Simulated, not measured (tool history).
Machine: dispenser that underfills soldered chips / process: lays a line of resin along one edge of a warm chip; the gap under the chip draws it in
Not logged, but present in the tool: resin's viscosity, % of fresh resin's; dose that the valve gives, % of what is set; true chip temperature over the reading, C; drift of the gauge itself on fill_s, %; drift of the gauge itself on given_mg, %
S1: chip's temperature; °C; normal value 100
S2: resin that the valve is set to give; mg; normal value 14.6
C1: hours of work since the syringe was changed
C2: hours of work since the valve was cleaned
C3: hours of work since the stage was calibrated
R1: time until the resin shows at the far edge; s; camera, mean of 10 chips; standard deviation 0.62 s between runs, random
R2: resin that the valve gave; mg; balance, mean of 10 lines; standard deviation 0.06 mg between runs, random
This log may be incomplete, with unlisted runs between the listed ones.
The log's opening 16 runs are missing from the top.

run,hour,S1,S2,C1,C2,C3,R1,R2
17,69.1,90,15.4,4,94,198,91.7,14.73
18,74.4,107,14.6,8,98,202,63.8,13.97
# hour 75.5: new syringe of resin
19,78.8,107,14.6,2,101,205,47.5,13.94
20,83.1,107,14.6,6,104,208,57.1,13.87
21,86.2,107,14.6,8,106,211,62.8,13.96
# hour 88.0: new syringe of resin
22,89.7,95,14.0,1,109,213,66.3,13.24
23,94.1,95,14.0,4,112,216,75.9,13.35
# hour 100.1: new syringe of resin
24,100.1,105,14.0,0,116,220,45.7,13.29
25,104.9,105,14.0,4,120,224,54.0,13.32
26,109.0,105,14.0,7,123,227,63.4,13.11
# hour 112.3: new syringe of resin
27,114.0,108,16.4,1,126,230,42.9,15.35
28,118.1,108,13.1,4,129,233,51.8,12.38
# hour 122.2: dispensing valve cleaned and set on the balance
29,124.6,112,17.5,8,2,238,53.2,17.54
# hour 125.7: new syringe of resin
30,129.9,112,17.5,3,5,241,40.9,17.46

Each row is a separate what-if for the run after 30, all from the same tool condition, not one after another. Results?
A,133.1,89,13.3,5,8,244,?,?
B,133.1,99,14.3,5,8,244,?,?
C,133.1,96,16.6,5,8,244,?,?
D,133.1,98,14.7,5,8,244,?,?

run,R1,R2
A,101.0,13.26
B,71.3,14.21
C,76.8,16.44
D,73.1,14.56
Without the tool's hidden state the same runs would have given:
run,R1,R2
A,80.0,13.35
B,56.3,14.31
C,60.9,16.55
D,57.8,14.65
